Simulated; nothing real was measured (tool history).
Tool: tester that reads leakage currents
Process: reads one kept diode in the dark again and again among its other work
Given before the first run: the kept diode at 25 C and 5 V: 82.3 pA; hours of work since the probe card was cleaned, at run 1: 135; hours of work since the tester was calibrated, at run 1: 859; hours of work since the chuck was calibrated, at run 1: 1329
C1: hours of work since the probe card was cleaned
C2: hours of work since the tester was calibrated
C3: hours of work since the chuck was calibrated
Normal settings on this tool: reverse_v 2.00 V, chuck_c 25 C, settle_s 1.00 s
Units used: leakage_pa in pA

{"run": 1, "hour": 0.0, "reverse_v": 2.0, "chuck_c": 25, "settle_s": 1.0, "C1": 135, "C2": 859, "C3": 1329, "leakage_pa": 58.75}
{"run": 2, "hour": 37.8, "reverse_v": 2.0, "chuck_c": 25, "settle_s": 1.0, "C1": 162, "C2": 886, "C3": 1356, "leakage_pa": 59.16}
{"run": 3, "hour": 67.7, "reverse_v": 2.0, "chuck_c": 25, "settle_s": 1.0, "C1": 183, "C2": 907, "C3": 1377, "leakage_pa": 59.53}
{"run": 4, "hour": 123.2, "reverse_v": 1.43, "chuck_c": 25, "settle_s": 1.0, "C1": 223, "C2": 947, "C3": 1417, "leakage_pa": 50.69}
{"run": 5, "hour": 187.4, "reverse_v": 1.43, "chuck_c": 25, "settle_s": 1.0, "C1": 269, "C2": 993, "C3": 1463, "leakage_pa": 50.95}
{"run": 6, "hour": 233.5, "reverse_v": 9.75, "chuck_c": 32, "settle_s": 2.5, "C1": 302, "C2": 1026, "C3": 1496, "leakage_pa": 206.88}
{"run": 7, "hour": 265.6, "reverse_v": 9.75, "chuck_c": 32, "settle_s": 7.63, "C1": 325, "C2": 1049, "C3": 1519, "leakage_pa": 207.17}
{"run": 8, "hour": 325.7, "reverse_v": 1.31, "chuck_c": 32, "settle_s": 7.63, "C1": 368, "C2": 1093, "C3": 1562, "leakage_pa": 79.61}
{"run": 9, "hour": 381.1, "reverse_v": 2.0, "chuck_c": 25, "settle_s": 0.34, "C1": 408, "C2": 1132, "C3": 1602, "leakage_pa": 61.7}
{"run": 10, "hour": 450.3, "reverse_v": 12.74, "chuck_c": 46, "settle_s": 2.97, "C1": 458, "C2": 1182, "C3": 1652, "leakage_pa": 586.79}

Measured less the same run without the tool's hidden state. The same run-to-run variation is in both; the gauge's scatter may not be:
The hidden state here: stray current of the dirty probe card, pA a volt; current scale over the true one, %; true chuck temperature over the reading, C; drift of the gauge itself on leakage_pa, %.
run=1 leakage_pa=+4.98
run=2 leakage_pa=+5.14
run=3 leakage_pa=+5.29
run=4 leakage_pa=+4.62
run=5 leakage_pa=+4.83
run=6 leakage_pa=+20.75
run=7 leakage_pa=+21.32
run=8 leakage_pa=+7.53
run=9 leakage_pa=+6.54
run=10 leakage_pa=+55.88

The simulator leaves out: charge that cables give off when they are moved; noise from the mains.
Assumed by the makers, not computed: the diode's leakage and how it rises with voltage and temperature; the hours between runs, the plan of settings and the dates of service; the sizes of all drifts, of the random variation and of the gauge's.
